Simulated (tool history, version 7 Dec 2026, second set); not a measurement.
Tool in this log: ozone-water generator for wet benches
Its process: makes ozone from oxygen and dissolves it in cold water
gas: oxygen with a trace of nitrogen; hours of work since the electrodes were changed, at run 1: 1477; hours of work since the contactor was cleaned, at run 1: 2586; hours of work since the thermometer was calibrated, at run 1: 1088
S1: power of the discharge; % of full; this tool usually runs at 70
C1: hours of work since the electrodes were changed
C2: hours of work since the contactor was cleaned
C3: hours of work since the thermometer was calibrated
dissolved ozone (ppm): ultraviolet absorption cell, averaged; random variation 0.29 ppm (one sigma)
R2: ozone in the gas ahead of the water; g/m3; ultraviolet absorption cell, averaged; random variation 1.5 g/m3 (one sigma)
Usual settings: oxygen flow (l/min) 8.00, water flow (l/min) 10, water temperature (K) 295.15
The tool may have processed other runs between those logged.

{"run": 1, "day": 0.0, "S1": 70, "oxygen flow (l/min)": 8.0, "water flow (l/min)": 10, "water temperature (K)": 295.15, "C1": 1477, "C2": 2586, "C3": 1088, "dissolved ozone (ppm)": 43.8, "R2": 266.5}
{"run": 2, "day": 1.558, "S1": 70, "oxygen flow (l/min)": 4.83, "water flow (l/min)": 10, "water temperature (K)": 295.15, "C1": 1513, "C2": 2622, "C3": 1124, "dissolved ozone (ppm)": 44.8, "R2": 316.7}
{"run": 3, "day": 4.362, "S1": 70, "oxygen flow (l/min)": 8.0, "water flow (l/min)": 10, "water temperature (K)": 295.15, "C1": 1578, "C2": 2687, "C3": 1189, "dissolved ozone (ppm)": 43.3, "R2": 265.0}
{"run": 4, "day": 6.188, "S1": 70, "oxygen flow (l/min)": 8.0, "water flow (l/min)": 10, "water temperature (K)": 295.15, "C1": 1620, "C2": 2729, "C3": 1231, "dissolved ozone (ppm)": 43.7, "R2": 267.5}
{"run": 5, "day": 8.321, "S1": 70, "oxygen flow (l/min)": 8.0, "water flow (l/min)": 10, "water temperature (K)": 295.15, "C1": 1669, "C2": 2779, "C3": 1280, "dissolved ozone (ppm)": 43.9, "R2": 265.8}
{"run": 6, "day": 11.908, "S1": 70, "oxygen flow (l/min)": 8.0, "water flow (l/min)": 10, "water temperature (K)": 295.15, "C1": 1752, "C2": 2861, "C3": 1363, "dissolved ozone (ppm)": 43.7, "R2": 267.6}
{"run": 7, "day": 15.304, "S1": 70, "oxygen flow (l/min)": 8.0, "water flow (l/min)": 10, "water temperature (K)": 295.15, "C1": 1830, "C2": 2940, "C3": 1441, "dissolved ozone (ppm)": 43.3, "R2": 263.7}
{"run": 8, "day": 18.871, "S1": 70, "oxygen flow (l/min)": 8.0, "water flow (l/min)": 10, "water temperature (K)": 295.15, "C1": 1913, "C2": 3022, "C3": 1524, "dissolved ozone (ppm)": 42.7, "R2": 265.2}
{"run": 9, "day": 21.0, "S1": 70, "oxygen flow (l/min)": 8.0, "water flow (l/min)": 6, "water temperature (K)": 295.15, "C1": 1962, "C2": 3071, "C3": 1573, "dissolved ozone (ppm)": 54.4, "R2": 264.0}
{"run": 10, "day": 23.242, "S1": 70, "oxygen flow (l/min)": 8.0, "water flow (l/min)": 6, "water temperature (K)": 295.15, "C1": 2014, "C2": 3123, "C3": 1625, "dissolved ozone (ppm)": 55.0, "R2": 266.3}
{"run": 11, "day": 25.075, "S1": 70, "oxygen flow (l/min)": 8.0, "water flow (l/min)": 10, "water temperature (K)": 295.15, "C1": 2056, "C2": 3165, "C3": 1667, "dissolved ozone (ppm)": 43.5, "R2": 263.2}
{"run": 12, "day": 27.65, "S1": 70, "oxygen flow (l/min)": 8.0, "water flow (l/min)": 10, "water temperature (K)": 295.15, "C1": 2116, "C2": 3225, "C3": 1726, "dissolved ozone (ppm)": 42.7, "R2": 266.7}
{"run": 13, "day": 29.896, "S1": 70, "oxygen flow (l/min)": 8.0, "water flow (l/min)": 10, "water temperature (K)": 295.15, "C1": 2167, "C2": 3277, "C3": 1778, "dissolved ozone (ppm)": 43.5, "R2": 263.4}
{"run": 14, "day": 33.479, "S1": 70, "oxygen flow (l/min)": 8.0, "water flow (l/min)": 10, "water temperature (K)": 295.15, "C1": 2250, "C2": 3359, "C3": 1861, "dissolved ozone (ppm)": 43.2, "R2": 267.2}
{"run": 15, "day": 35.192, "S1": 91, "oxygen flow (l/min)": 8.0, "water flow (l/min)": 10, "water temperature (K)": 295.15, "C1": 2290, "C2": 3399, "C3": 1900, "dissolved ozone (ppm)": 50.0, "R2": 300.6}
{"run": 16, "day": 37.138, "S1": 91, "oxygen flow (l/min)": 8.0, "water flow (l/min)": 10, "water temperature (K)": 295.15, "C1": 2335, "C2": 3444, "C3": 1945, "dissolved ozone (ppm)": 49.3, "R2": 305.8}
{"run": 17, "day": 39.733, "S1": 47, "oxygen flow (l/min)": 8.0, "water flow (l/min)": 10, "water temperature (K)": 290.15, "C1": 2395, "C2": 3504, "C3": 2005, "dissolved ozone (ppm)": 39.1, "R2": 213.0}
{"run": 18, "day": 42.338, "S1": 70, "oxygen flow (l/min)": 9.52, "water flow (l/min)": 13, "water temperature (K)": 295.15, "C1": 2455, "C2": 3564, "C3": 2066, "dissolved ozone (ppm)": 35.9, "R2": 249.3}
{"run": 19, "day": 45.862, "S1": 70, "oxygen flow (l/min)": 9.47, "water flow (l/min)": 10, "water temperature (K)": 292.15, "C1": 2536, "C2": 3645, "C3": 2147, "dissolved ozone (ppm)": 45.5, "R2": 249.5}
{"run": 20, "day": 47.846, "S1": 70, "oxygen flow (l/min)": 9.47, "water flow (l/min)": 10, "water temperature (K)": 292.15, "C1": 2582, "C2": 3691, "C3": 2193, "dissolved ozone (ppm)": 45.5, "R2": 246.5}
{"run": 21, "day": 50.646, "S1": 70, "oxygen flow (l/min)": 9.47, "water flow (l/min)": 10, "water temperature (K)": 292.15, "C1": 2647, "C2": 3756, "C3": 2257, "dissolved ozone (ppm)": 45.2, "R2": 247.8}
{"run": 22, "day": 53.446, "S1": 89, "oxygen flow (l/min)": 9.47, "water flow (l/min)": 10, "water temperature (K)": 292.15, "C1": 2711, "C2": 3820, "C3": 2322, "dissolved ozone (ppm)": 51.2, "R2": 278.8}
{"day": 53.858, "done": "contactor cleaned"}
{"run": 23, "day": 56.304, "S1": 97, "oxygen flow (l/min)": 9.47, "water flow (l/min)": 10, "water temperature (K)": 292.15, "C1": 2773, "C2": 57, "C3": 2384, "dissolved ozone (ppm)": 53.4, "R2": 293.9}
{"run": 24, "day": 58.879, "S1": 97, "oxygen flow (l/min)": 4.64, "water flow (l/min)": 10, "water temperature (K)": 292.15, "C1": 2833, "C2": 116, "C3": 2444, "dissolved ozone (ppm)": 54.8, "R2": 384.6}
{"run": 25, "day": 60.854, "S1": 61, "oxygen flow (l/min)": 8.0, "water flow (l/min)": 10, "water temperature (K)": 290.15, "C1": 2878, "C2": 162, "C3": 2489, "dissolved ozone (ppm)": 44.2, "R2": 245.4}
{"run": 26, "day": 63.383, "S1": 61, "oxygen flow (l/min)": 8.0, "water flow (l/min)": 10, "water temperature (K)": 290.15, "C1": 2937, "C2": 220, "C3": 2548, "dissolved ozone (ppm)": 44.1, "R2": 244.5}
{"run": 27, "day": 65.375, "S1": 70, "oxygen flow (l/min)": 8.0, "water flow (l/min)": 11, "water temperature (K)": 293.15, "C1": 2983, "C2": 266, "C3": 2594, "dissolved ozone (ppm)": 41.3, "R2": 262.6}
{"day": 66.458, "done": "contactor cleaned, once more"}
{"run": 28, "day": 67.758, "S1": 86, "oxygen flow (l/min)": 9.12, "water flow (l/min)": 8, "water temperature (K)": 295.15, "C1": 3034, "C2": 30, "C3": 2645, "dissolved ozone (ppm)": 52.6, "R2": 279.6}
{"run": 29, "day": 69.417, "S1": 49, "oxygen flow (l/min)": 13.44, "water flow (l/min)": 10, "water temperature (K)": 295.15, "C1": 3072, "C2": 68, "C3": 2683, "dissolved ozone (ppm)": 33.6, "R2": 179.5}
{"run": 30, "day": 71.754, "S1": 77, "oxygen flow (l/min)": 13.44, "water flow (l/min)": 10, "water temperature (K)": 291.15, "C1": 3126, "C2": 122, "C3": 2737, "dissolved ozone (ppm)": 47.2, "R2": 227.4}
{"run": 31, "day": 73.458, "S1": 62, "oxygen flow (l/min)": 5.28, "water flow (l/min)": 7, "water temperature (K)": 294.15, "C1": 3166, "C2": 162, "C3": 2777, "dissolved ozone (ppm)": 51.3, "R2": 284.0}
{"run": 32, "day": 76.521, "S1": 71, "oxygen flow (l/min)": 8.0, "water flow (l/min)": 10, "water temperature (K)": 295.15, "C1": 3236, "C2": 232, "C3": 2847, "dissolved ozone (ppm)": 43.5, "R2": 263.6}

For each entry between runs, how does the tool's hidden state at the last listed run before it compare with that at the first listed run after it?
From run 22 to run 23: contactor cleaned (day 53.858)
  yield of the discharge, % of new electrodes': 96.5 -> 96.4; contactor's efficiency, % of a clean one's: 95.4 -> 92.9
  the result without the hidden state subtracted from the measured one, dissolved ozone (ppm): -3.3 -> -4.3; R2: -11.6 -> -13.0 g/m3
From run 27 to run 28: contactor cleaned, once more (day 66.458)
  yield of the discharge, % of new electrodes': 96.2 -> 96.1; contactor's efficiency, % of a clean one's: 92.6 -> 99.6
  the result without the hidden state subtracted from the measured one, dissolved ozone (ppm): -3.3 -> -2.6; R2: -10.5 -> -12.6 g/m3
